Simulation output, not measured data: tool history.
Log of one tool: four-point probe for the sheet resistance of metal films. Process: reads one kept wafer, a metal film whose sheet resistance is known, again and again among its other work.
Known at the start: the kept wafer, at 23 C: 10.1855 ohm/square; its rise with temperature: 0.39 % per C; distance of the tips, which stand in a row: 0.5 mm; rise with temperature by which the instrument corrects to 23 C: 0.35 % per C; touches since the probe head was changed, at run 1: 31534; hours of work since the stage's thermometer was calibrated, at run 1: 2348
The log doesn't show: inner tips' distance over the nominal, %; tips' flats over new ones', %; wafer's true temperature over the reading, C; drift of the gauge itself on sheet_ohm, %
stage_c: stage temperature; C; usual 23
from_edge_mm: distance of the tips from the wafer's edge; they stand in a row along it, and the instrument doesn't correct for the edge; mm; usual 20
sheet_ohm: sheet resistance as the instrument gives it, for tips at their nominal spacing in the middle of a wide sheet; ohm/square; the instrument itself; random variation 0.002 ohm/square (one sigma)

run   hour  stage_c  from_edge_mm  touches since the probe head was changed  hours of work since the stage's thermometer was calibrated  sheet_ohm
  1    0.0       23            20                                     31534                                                        2348  10.189286
  2   55.2       23            12                                     32857                                                        2375  10.195397
  3   96.1       23            12                                     33834                                                        2395  10.196441
  4  141.6       23            12                                     34924                                                        2418  10.196930
  5  179.5       23            25                                     35831                                                        2436  10.189782
  6  228.5       23            25                                     37005                                                        2460  10.187830
  7  275.0       23            25                                     38118                                                        2483  10.187109
  8  320.0       23            25                                     39196                                                        2505  10.190916
  9  375.0       23             7                                     40513                                                        2532  10.212194
 10  415.0       23             3                                     41470                                                        2552  10.337341
 11  438.2       23            20                                     42024                                                        2563  10.186271
 12  490.9       23            20                                     43286                                                        2589  10.191971
 13  545.9       23            20                                     44604                                                        2616  10.188864
 14  588.4       23            20                                     45621                                                        2637  10.189443
 15  624.5       23             6                                     46484                                                        2655  10.220831
 16  664.1       23             6                                     47433                                                        2675  10.225726
 17  701.4       23             6                                     48325                                                        2693  10.223351
 18  756.7       23            30                                     49649                                                        2720  10.183214
 19  806.9       28            73                                     50851                                                        2745  10.202684

Run 20 comes next. What will it give?
 20  839.5       19            16                                     51632                                                        2761          ?

Run 20 gave sheet_ohm 10.180253 ohm/square.
Without the tool's hidden state the same run would have given sheet_ohm 10.179980 ohm/square.

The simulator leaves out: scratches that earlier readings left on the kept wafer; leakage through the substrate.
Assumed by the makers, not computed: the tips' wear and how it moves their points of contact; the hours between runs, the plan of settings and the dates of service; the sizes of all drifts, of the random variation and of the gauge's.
